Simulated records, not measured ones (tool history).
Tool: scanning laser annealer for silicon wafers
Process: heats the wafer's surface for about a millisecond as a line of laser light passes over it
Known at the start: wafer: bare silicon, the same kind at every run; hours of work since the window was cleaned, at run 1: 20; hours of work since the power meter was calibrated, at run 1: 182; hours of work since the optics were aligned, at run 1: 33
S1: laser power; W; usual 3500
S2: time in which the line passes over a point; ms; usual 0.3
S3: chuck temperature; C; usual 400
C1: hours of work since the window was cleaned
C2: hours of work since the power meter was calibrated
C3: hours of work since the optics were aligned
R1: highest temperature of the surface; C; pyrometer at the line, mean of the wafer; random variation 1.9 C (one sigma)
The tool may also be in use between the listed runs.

run 1 day=0 | S1=3500 S2=0.3 S3=400 | C1=20 C2=182 C3=33 | R1=1151
run 2 day=0.275 | S1=3500 S2=0.3 S3=400 | C1=23 C2=185 C3=36 | R1=1151
run 3 day=0.762 | S1=3500 S2=0.3 S3=400 | C1=28 C2=190 C3=41 | R1=1153
run 4 day=1.138 | S1=3500 S2=0.3 S3=400 | C1=31 C2=193 C3=45 | R1=1154
run 5 day=1.433 | S1=3500 S2=0.3 S3=400 | C1=34 C2=196 C3=48 | R1=1153
run 6 day=1.867 | S1=3500 S2=0.3 S3=400 | C1=39 C2=201 C3=52 | R1=1152
run 7 day=2.154 | S1=3500 S2=0.342 S3=400 | C1=42 C2=203 C3=55 | R1=1197
run 8 day=2.371 | S1=3500 S2=0.342 S3=400 | C1=44 C2=206 C3=57 | R1=1194
-- day=2.488 window over the wafer cleaned
run 9 day=2.683 | S1=3500 S2=0.3 S3=400 | C1=2 C2=208 C3=59 | R1=1147
run 10 day=2.896 | S1=3328 S2=0.3 S3=400 | C1=4 C2=210 C3=61 | R1=1096
run 11 day=3.129 | S1=3328 S2=0.3 S3=400 | C1=6 C2=212 C3=64 | R1=1101
run 12 day=3.333 | S1=3328 S2=0.3 S3=400 | C1=8 C2=214 C3=66 | R1=1095
run 13 day=3.796 | S1=3328 S2=0.3 S3=400 | C1=13 C2=219 C3=70 | R1=1098
run 14 day=4.071 | S1=3594 S2=0.3 S3=398 | C1=16 C2=222 C3=73 | R1=1171
run 15 day=4.312 | S1=3594 S2=0.3 S3=398 | C1=18 C2=224 C3=76 | R1=1171
run 16 day=4.762 | S1=3594 S2=0.282 S3=398 | C1=23 C2=229 C3=80 | R1=1149
-- day=5.092 window over the wafer cleaned, once more
run 17 day=5.179 | S1=3616 S2=0.3 S3=435 | C1=1 C2=232 C3=83 | R1=1223
run 18 day=5.542 | S1=3616 S2=0.3 S3=435 | C1=4 C2=236 C3=87 | R1=1220
run 19 day=5.983 | S1=3401 S2=0.221 S3=384 | C1=9 C2=240 C3=91 | R1=1018
run 20 day=6.458 | S1=3500 S2=0.293 S3=432 | C1=14 C2=245 C3=96 | R1=1178
run 21 day=6.817 | S1=3500 S2=0.293 S3=432 | C1=17 C2=248 C3=100 | R1=1180
run 22 day=7.108 | S1=3730 S2=0.277 S3=400 | C1=20 C2=251 C3=103 | R1=1187
run 23 day=7.571 | S1=3730 S2=0.215 S3=400 | C1=25 C2=256 C3=107 | R1=1100

Forecast each of these 4 alternatives for the next run:
run A day=8.046 | S1=3050 S2=0.215 S3=402 | C1=30 C2=261 C3=112 | R1=?
run B day=8.046 | S1=3730 S2=0.242 S3=362 | C1=30 C2=261 C3=112 | R1=?
run C day=8.046 | S1=3730 S2=0.344 S3=400 | C1=30 C2=261 C3=112 | R1=?
run D day=8.046 | S1=3710 S2=0.308 S3=400 | C1=30 C2=261 C3=112 | R1=?

run=A R1=948
run=B R1=1102
run=C R1=1267
run=D R1=1224
Without the tool's hidden state the same runs would have given:
run=A R1=954
run=B R1=1109
run=C R1=1275
run=D R1=1232

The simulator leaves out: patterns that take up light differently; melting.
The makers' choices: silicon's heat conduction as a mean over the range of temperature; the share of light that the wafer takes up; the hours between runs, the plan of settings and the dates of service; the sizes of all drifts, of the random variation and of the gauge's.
